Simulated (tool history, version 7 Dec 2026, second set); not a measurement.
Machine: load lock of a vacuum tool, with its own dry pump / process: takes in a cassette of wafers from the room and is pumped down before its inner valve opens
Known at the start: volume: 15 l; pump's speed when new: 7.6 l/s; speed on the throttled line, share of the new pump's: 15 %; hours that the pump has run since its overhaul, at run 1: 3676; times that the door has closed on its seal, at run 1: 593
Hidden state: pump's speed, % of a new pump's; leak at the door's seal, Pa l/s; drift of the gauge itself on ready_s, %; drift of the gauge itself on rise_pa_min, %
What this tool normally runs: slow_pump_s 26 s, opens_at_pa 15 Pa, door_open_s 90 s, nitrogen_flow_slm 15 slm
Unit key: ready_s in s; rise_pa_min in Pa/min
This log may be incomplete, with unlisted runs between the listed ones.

run     day  slow_pump_s  opens_at_pa  door_open_s  nitrogen_flow_slm  hours that the pump has run since its overhaul  times that the door has closed on its seal  incoming humidity of the room's air, %  ready_s  rise_pa_min
  1       0           26           15           90                 15                                            3676                                         593                                    46.7     39.7        0.064
  2   3.554           26           15           90                  6                                            3761                                         759                                    42.6     39.9        0.074
  3   5.542           26           15           90                  6                                            3809                                         851                                    43.7     39.9        0.083
  4   7.462           26           15           90                 15                                            3855                                         941                                    43.3     39.7        0.059
  5  10.608           26           15           90                 15                                            3930                                        1087                                    44.2     39.8        0.063
  6  13.375           26           15           90                 15                                            3997                                        1216                                    44.3     39.9        0.065
  7  15.017           26           15           90                 10                                            4036                                        1292                                    42.7     39.6        0.072
  8  19.012           26           15           41                 21                                            4132                                        1478                                    43.7     39.9        0.042
  9  21.604           26           15           41                 21                                            4194                                        1599                                    44.9     40.1         0.04
 10  24.504           27           20           90                 15                                            4264                                        1734                                    45.8     40.2        0.061
 11  26.375           28           15           90                 10                                            4309                                        1821                                    45.3     41.6        0.069
 12  29.842           13           28           28                  5                                            4392                                        1982                                    42.8     27.5        0.052
 13  33.525           26           13           41                 40                                            4480                                        2153                                      45     40.2        0.028
 14   36.85           26           13           41                 40                                            4560                                        2308                                    43.7       40        0.034

Alternative continuations, all from the tool just after run 14; predict every row:
  A  38.971           26           11           41                 40                                            4611                                        2407                                    42.1        ?            ?
  B  38.971           21           12           41                 19                                            4611                                        2407                                    49.1        ?            ?
  C  38.971           26           15           89                  6                                            4611                                        2407                                      46        ?            ?
  D  38.971           48           29          100                 40                                            4611                                        2407                                    42.1        ?            ?
  E  38.971           21           15           90                 15                                            4611                                        2407                                    48.1        ?            ?

run  ready_s  rise_pa_min
  A     40.5        0.036
  B     36.3        0.047
  C     39.9        0.085
  D     57.4        0.044
  E     35.6        0.069
Had the tool no hidden state, the same runs would have come out as:
run  ready_s  rise_pa_min
  A     40.1        0.032
  B     35.9        0.043
  C     39.6        0.081
  D     57.2         0.04
  E     35.3        0.065
